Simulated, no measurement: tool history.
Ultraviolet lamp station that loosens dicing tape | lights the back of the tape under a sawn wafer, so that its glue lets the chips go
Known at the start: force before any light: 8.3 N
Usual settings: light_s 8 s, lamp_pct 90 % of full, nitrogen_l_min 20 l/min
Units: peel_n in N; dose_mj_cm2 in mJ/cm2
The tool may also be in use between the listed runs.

{"run": 1, "hour": 0.0, "light_s": 8, "lamp_pct": 90, "nitrogen_l_min": 20, "peel_n": 1.324, "dose_mj_cm2": 353}
{"run": 2, "hour": 17.6, "light_s": 8, "lamp_pct": 90, "nitrogen_l_min": 20, "peel_n": 1.261, "dose_mj_cm2": 355}
{"run": 3, "hour": 32.2, "light_s": 8, "lamp_pct": 90, "nitrogen_l_min": 33, "peel_n": 1.149, "dose_mj_cm2": 345}
{"run": 4, "hour": 51.1, "light_s": 8, "lamp_pct": 90, "nitrogen_l_min": 19, "peel_n": 1.426, "dose_mj_cm2": 346}
{"run": 5, "hour": 61.9, "light_s": 8, "lamp_pct": 90, "nitrogen_l_min": 31, "peel_n": 1.195, "dose_mj_cm2": 341}
{"run": 6, "hour": 75.6, "light_s": 8, "lamp_pct": 90, "nitrogen_l_min": 20, "peel_n": 1.418, "dose_mj_cm2": 338}
{"run": 7, "hour": 85.4, "light_s": 8, "lamp_pct": 90, "nitrogen_l_min": 20, "peel_n": 1.433, "dose_mj_cm2": 337}
{"run": 8, "hour": 103.7, "light_s": 8, "lamp_pct": 90, "nitrogen_l_min": 20, "peel_n": 1.442, "dose_mj_cm2": 332}
{"run": 9, "hour": 125.0, "light_s": 8, "lamp_pct": 69, "nitrogen_l_min": 20, "peel_n": 2.113, "dose_mj_cm2": 252}
{"run": 10, "hour": 144.9, "light_s": 8, "lamp_pct": 64, "nitrogen_l_min": 20, "peel_n": 2.369, "dose_mj_cm2": 233}
{"run": 11, "hour": 164.1, "light_s": 6, "lamp_pct": 90, "nitrogen_l_min": 20, "peel_n": 2.286, "dose_mj_cm2": 244}
{"run": 12, "hour": 182.0, "light_s": 6, "lamp_pct": 90, "nitrogen_l_min": 20, "peel_n": 2.354, "dose_mj_cm2": 243}
{"run": 13, "hour": 200.1, "light_s": 6, "lamp_pct": 97, "nitrogen_l_min": 20, "peel_n": 2.123, "dose_mj_cm2": 260}
{"run": 14, "hour": 210.8, "light_s": 8, "lamp_pct": 90, "nitrogen_l_min": 13, "peel_n": 1.869, "dose_mj_cm2": 312}
{"run": 15, "hour": 231.1, "light_s": 10, "lamp_pct": 90, "nitrogen_l_min": 20, "peel_n": 1.108, "dose_mj_cm2": 391}
{"run": 16, "hour": 253.0, "light_s": 5, "lamp_pct": 90, "nitrogen_l_min": 20, "peel_n": 2.86, "dose_mj_cm2": 192}
{"run": 17, "hour": 263.4, "light_s": 8, "lamp_pct": 90, "nitrogen_l_min": 20, "peel_n": 1.7, "dose_mj_cm2": 310}
{"run": 18, "hour": 273.5, "light_s": 8, "lamp_pct": 83, "nitrogen_l_min": 20, "peel_n": 1.882, "dose_mj_cm2": 277}
{"run": 19, "hour": 293.6, "light_s": 5, "lamp_pct": 66, "nitrogen_l_min": 24, "peel_n": 3.829, "dose_mj_cm2": 137}
{"run": 20, "hour": 306.9, "light_s": 8, "lamp_pct": 88, "nitrogen_l_min": 20, "peel_n": 1.819, "dose_mj_cm2": 293}
{"run": 21, "hour": 319.6, "light_s": 8, "lamp_pct": 88, "nitrogen_l_min": 20, "peel_n": 1.788, "dose_mj_cm2": 290}
{"run": 22, "hour": 333.5, "light_s": 8, "lamp_pct": 88, "nitrogen_l_min": 27, "peel_n": 1.568, "dose_mj_cm2": 288}
{"run": 23, "hour": 343.4, "light_s": 8, "lamp_pct": 88, "nitrogen_l_min": 27, "peel_n": 1.613, "dose_mj_cm2": 290}
{"run": 24, "hour": 364.7, "light_s": 8, "lamp_pct": 88, "nitrogen_l_min": 27, "peel_n": 1.672, "dose_mj_cm2": 284}
{"run": 25, "hour": 378.8, "light_s": 8, "lamp_pct": 90, "nitrogen_l_min": 13, "peel_n": 2.189, "dose_mj_cm2": 287}
{"run": 26, "hour": 390.5, "light_s": 8, "lamp_pct": 90, "nitrogen_l_min": 13, "peel_n": 2.029, "dose_mj_cm2": 285}
{"run": 27, "hour": 410.4, "light_s": 8, "lamp_pct": 90, "nitrogen_l_min": 13, "peel_n": 2.17, "dose_mj_cm2": 283}
{"hour": 427.3, "done": "window cleaned of glue's vapour"}
{"run": 28, "hour": 430.2, "light_s": 7, "lamp_pct": 83, "nitrogen_l_min": 17, "peel_n": 2.392, "dose_mj_cm2": 247}
{"run": 29, "hour": 452.5, "light_s": 6, "lamp_pct": 78, "nitrogen_l_min": 27, "peel_n": 2.752, "dose_mj_cm2": 198}
{"run": 30, "hour": 473.3, "light_s": 6, "lamp_pct": 78, "nitrogen_l_min": 27, "peel_n": 2.725, "dose_mj_cm2": 191}
{"run": 31, "hour": 496.5, "light_s": 14, "lamp_pct": 68, "nitrogen_l_min": 15, "peel_n": 1.307, "dose_mj_cm2": 392}
{"run": 32, "hour": 516.3, "light_s": 7, "lamp_pct": 90, "nitrogen_l_min": 35, "peel_n": 1.864, "dose_mj_cm2": 255}

Run 33 comes next. What will it give?
{"run": 33, "hour": 534.7, "light_s": 8, "lamp_pct": 88, "nitrogen_l_min": 20, "peel_n": "?", "dose_mj_cm2": "?"}

peel_n: 1.851 N
dose_mj_cm2: 278 mJ/cm2
Without the tool's hidden state the same run would have given peel_n 0.778 N, dose_mj_cm2 467 mJ/cm2.

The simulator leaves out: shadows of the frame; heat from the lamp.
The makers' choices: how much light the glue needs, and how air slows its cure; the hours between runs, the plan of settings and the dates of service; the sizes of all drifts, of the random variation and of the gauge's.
